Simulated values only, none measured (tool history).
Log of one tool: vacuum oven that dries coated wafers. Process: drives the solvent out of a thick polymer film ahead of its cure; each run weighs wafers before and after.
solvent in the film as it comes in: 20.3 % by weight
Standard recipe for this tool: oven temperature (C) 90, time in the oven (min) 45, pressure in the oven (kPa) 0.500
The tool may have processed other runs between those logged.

Run 1, hour 0.0: usual settings. Result: solvent left in the film (%) 2.15.
Run 2, hour 50.7: usual settings. Result: solvent left in the film (%) 2.15.
Run 3, hour 89.9: usual settings. Result: solvent left in the film (%) 2.20.
Run 4, hour 156.9: usual settings. Result: solvent left in the film (%) 2.15.
Run 5, hour 225.4: usual settings. Result: solvent left in the film (%) 2.17.
Run 6, hour 262.0: usual settings but time in the oven (min) 43. Result: solvent left in the film (%) 2.38.
Run 7, hour 346.5: usual settings but time in the oven (min) 27. Result: solvent left in the film (%) 4.70.
Run 8, hour 399.0: usual settings. Result: solvent left in the film (%) 2.18.
Run 9, hour 470.8: usual settings but oven temperature (C) 99. Result: solvent left in the film (%) 0.88.
Run 10, hour 509.7: usual settings but oven temperature (C) 99. Result: solvent left in the film (%) 0.97.
Run 11, hour 590.4: usual settings but oven temperature (C) 99. Result: solvent left in the film (%) 0.91.
Run 12, hour 675.2: usual settings but oven temperature (C) 99. Result: solvent left in the film (%) 0.89.
Run 13, hour 718.3: usual settings but oven temperature (C) 99. Result: solvent left in the film (%) 0.87.
Run 14, hour 802.3: usual settings but oven temperature (C) 99. Result: solvent left in the film (%) 0.97.
Run 15, hour 881.2: usual settings but oven temperature (C) 96, time in the oven (min) 31, pressure in the oven (kPa) 1.071. Result: solvent left in the film (%) 2.89.
Run 16, hour 920.1: usual settings but oven temperature (C) 89, time in the oven (min) 79, pressure in the oven (kPa) 1.071. Result: solvent left in the film (%) 1.34.
Run 17, hour 1005.9: usual settings but time in the oven (min) 30. Result: solvent left in the film (%) 4.14.
Run 18, hour 1049.3: usual settings but time in the oven (min) 61, pressure in the oven (kPa) 0.502. Result: solvent left in the film (%) 1.32.
At hour 1105.5: oven's thermocouples calibrated.
Run 19, hour 1125.3: usual settings but oven temperature (C) 81, time in the oven (min) 24, pressure in the oven (kPa) 0.502. Result: solvent left in the film (%) 7.93.
Run 20, hour 1175.9: usual settings but pressure in the oven (kPa) 1.548. Result: solvent left in the film (%) 2.89.
Run 21, hour 1223.7: usual settings but oven temperature (C) 82, pressure in the oven (kPa) 1.458. Result: solvent left in the film (%) 4.89.
Run 22, hour 1273.6: usual settings but oven temperature (C) 96, time in the oven (min) 51, pressure in the oven (kPa) 1.458. Result: solvent left in the film (%) 1.52.
Run 23, hour 1353.2: usual settings but oven temperature (C) 101, time in the oven (min) 51, pressure in the oven (kPa) 1.458. Result: solvent left in the film (%) 1.01.
Run 24, hour 1431.8: usual settings but time in the oven (min) 37, pressure in the oven (kPa) 0.931. Result: solvent left in the film (%) 3.35.
Run 25, hour 1482.3: usual settings but oven temperature (C) 76, pressure in the oven (kPa) 1.003. Result: solvent left in the film (%) 6.37.
Run 26, hour 1543.3: usual settings but oven temperature (C) 76, pressure in the oven (kPa) 1.003. Result: solvent left in the film (%) 6.29.
Run 27, hour 1628.2: usual settings but oven temperature (C) 94, time in the oven (min) 26, pressure in the oven (kPa) 0.426. Result: solvent left in the film (%) 3.81.
Run 28, hour 1709.2: usual settings but oven temperature (C) 81. Result: solvent left in the film (%) 4.36.

What if the next run were any one of these 3? Each begins from the tool's condition after run 28:
Run A, hour 1762.7: usual settings but oven temperature (C) 81, time in the oven (min) 67. Result: solvent left in the film (%) ?.
Run B, hour 1762.7: usual settings but oven temperature (C) 81, time in the oven (min) 56, pressure in the oven (kPa) 0.865. Result: solvent left in the film (%) ?.
Run C, hour 1762.7: usual settings but oven temperature (C) 80, pressure in the oven (kPa) 0.462. Result: solvent left in the film (%) ?.

run  solvent left in the film (%)
  A                          2.52
  B                          3.55
  C                          4.58
Without the tool's unlogged condition, the same runs would have read:
run  solvent left in the film (%)
  A                          2.49
  B                          3.52
  C                          4.55
